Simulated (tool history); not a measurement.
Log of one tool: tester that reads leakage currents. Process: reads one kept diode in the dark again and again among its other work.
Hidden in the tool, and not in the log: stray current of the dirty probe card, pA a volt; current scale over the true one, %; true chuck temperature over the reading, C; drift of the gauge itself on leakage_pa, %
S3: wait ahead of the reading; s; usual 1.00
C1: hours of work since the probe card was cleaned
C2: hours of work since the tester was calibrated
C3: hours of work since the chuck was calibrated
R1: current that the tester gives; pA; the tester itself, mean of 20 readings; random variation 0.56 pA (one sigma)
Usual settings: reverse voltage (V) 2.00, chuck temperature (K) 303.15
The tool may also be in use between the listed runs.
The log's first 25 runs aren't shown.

{"run": 26, "day": 45.979, "reverse voltage (V)": 2.15, "chuck temperature (K)": 320.15, "S3": 1.91, "C1": 2236, "C2": 59, "C3": 529, "R1": 742.46}
{"run": 27, "day": 47.942, "reverse voltage (V)": 8.65, "chuck temperature (K)": 320.15, "S3": 1.24, "C1": 2259, "C2": 82, "C3": 552, "R1": 1380.76}
{"run": 28, "day": 50.283, "reverse voltage (V)": 16.55, "chuck temperature (K)": 324.15, "S3": 0.84, "C1": 2287, "C2": 111, "C3": 581, "R1": 2471.96}
{"run": 29, "day": 51.358, "reverse voltage (V)": 16.55, "chuck temperature (K)": 324.15, "S3": 0.84, "C1": 2300, "C2": 124, "C3": 594, "R1": 2478.62}
{"run": 30, "day": 52.708, "reverse voltage (V)": 16.55, "chuck temperature (K)": 324.15, "S3": 0.84, "C1": 2317, "C2": 140, "C3": 610, "R1": 2480.7}
{"run": 31, "day": 54.717, "reverse voltage (V)": 1.37, "chuck temperature (K)": 312.15, "S3": 0.84, "C1": 2341, "C2": 164, "C3": 634, "R1": 327.61}
{"run": 32, "day": 56.967, "reverse voltage (V)": 19.29, "chuck temperature (K)": 294.15, "S3": 0.41, "C1": 2368, "C2": 191, "C3": 661, "R1": 278.66}
{"run": 33, "day": 59.442, "reverse voltage (V)": 2.0, "chuck temperature (K)": 317.15, "S3": 1.16, "C1": 2398, "C2": 221, "C3": 691, "R1": 568.93}
{"run": 34, "day": 61.554, "reverse voltage (V)": 2.0, "chuck temperature (K)": 317.15, "S3": 1.16, "C1": 2423, "C2": 246, "C3": 716, "R1": 568.95}
{"run": 35, "day": 63.283, "reverse voltage (V)": 2.0, "chuck temperature (K)": 303.15, "S3": 4.48, "C1": 2444, "C2": 267, "C3": 737, "R1": 187.84}
{"run": 36, "day": 65.408, "reverse voltage (V)": 4.32, "chuck temperature (K)": 303.15, "S3": 5.23, "C1": 2470, "C2": 293, "C3": 763, "R1": 266.18}
{"run": 37, "day": 66.817, "reverse voltage (V)": 5.76, "chuck temperature (K)": 303.15, "S3": 1.0, "C1": 2487, "C2": 310, "C3": 780, "R1": 305.2}
{"run": 38, "day": 69.354, "reverse voltage (V)": 9.74, "chuck temperature (K)": 303.15, "S3": 1.0, "C1": 2517, "C2": 340, "C3": 810, "R1": 390.74}
{"run": 39, "day": 70.7, "reverse voltage (V)": 1.3, "chuck temperature (K)": 294.15, "S3": 2.29, "C1": 2533, "C2": 357, "C3": 827, "R1": 72.06}
{"run": 40, "day": 72.288, "reverse voltage (V)": 1.3, "chuck temperature (K)": 294.15, "S3": 2.29, "C1": 2552, "C2": 376, "C3": 846, "R1": 72.08}

4 ways to go on from here, each from the tool as it stands after run 40. What would each give?
{"run": "A", "day": 74.562, "reverse voltage (V)": 1.23, "chuck temperature (K)": 294.15, "S3": 0.67, "C1": 2580, "C2": 403, "C3": 873, "R1": "?"}
{"run": "B", "day": 74.562, "reverse voltage (V)": 1.12, "chuck temperature (K)": 313.15, "S3": 2.29, "C1": 2580, "C2": 403, "C3": 873, "R1": "?"}
{"run": "C", "day": 74.562, "reverse voltage (V)": 1.3, "chuck temperature (K)": 294.15, "S3": 4.41, "C1": 2580, "C2": 403, "C3": 873, "R1": "?"}
{"run": "D", "day": 74.562, "reverse voltage (V)": 2.0, "chuck temperature (K)": 309.15, "S3": 5.42, "C1": 2580, "C2": 403, "C3": 873, "R1": "?"}

run=A R1=70.29
run=B R1=321.55
run=C R1=72.40
run=D R1=303.63
Without the tool's hidden state the same runs would have given:
run=A R1=68.97
run=B R1=324.22
run=C R1=70.95
run=D R1=304.32

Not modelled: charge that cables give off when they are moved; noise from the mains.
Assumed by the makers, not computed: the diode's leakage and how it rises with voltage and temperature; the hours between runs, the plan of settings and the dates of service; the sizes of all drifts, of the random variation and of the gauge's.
